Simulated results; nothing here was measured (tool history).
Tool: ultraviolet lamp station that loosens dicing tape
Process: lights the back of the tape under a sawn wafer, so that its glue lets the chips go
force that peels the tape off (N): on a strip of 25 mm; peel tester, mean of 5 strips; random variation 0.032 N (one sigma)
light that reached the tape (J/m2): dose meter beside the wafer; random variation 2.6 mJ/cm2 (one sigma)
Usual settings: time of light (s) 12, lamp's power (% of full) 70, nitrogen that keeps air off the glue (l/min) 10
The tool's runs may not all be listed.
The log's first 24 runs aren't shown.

run	hour	time of light (s)	lamp's power (% of full)	nitrogen that keeps air off the glue (l/min)	force that peels the tape off (N)	light that reached the tape (J/m2)
25	1123.9	16	63	11	1.219	3690
26	1172.5	13	70	7	1.989	3280
27	1213.0	13	79	3	2.710	3660
28	1253.0	13	79	3	2.810	3690
29	1302.3	14	81	9	1.248	3950
30	1348.8	13	91	13	0.882	4100
31	1399.0	13	91	13	0.909	4010
32	1454.0	8	66	4	5.012	1810
33	1510.3	8	66	3	5.414	1750
34	1558.5	22	70	10	0.678	5050
35	1595.9	22	93	10	0.393	6550
36	1642.4	12	74	4	3.245	2850
37	1704.8	13	87	15	1.068	3530
# hour 1757.2: window cleaned of glue's vapour
38	1761.6	14	87	5	1.511	4470
39	1818.8	9	84	5	3.047	2780
40	1884.2	12	79	17	1.058	3370
41	1929.7	12	79	17	1.110	3280
42	1989.7	12	62	3	4.106	2570

Forecast each of these 4 alternatives for the next run:
A	2039.8	18	62	3	?	?
B	2039.8	12	64	4	?	?
C	2039.8	6	70	5	?	?
D	2039.8	12	77	3	?	?

run	force that peels the tape off (N)	light that reached the tape (J/m2)
A	2.747	3850
B	3.572	2620
C	5.469	1470
D	3.428	3190
Without the tool's hidden state the same runs would have given:
run	force that peels the tape off (N)	light that reached the tape (J/m2)
A	2.246	4460
B	3.044	3040
C	4.956	1690
D	2.892	3690
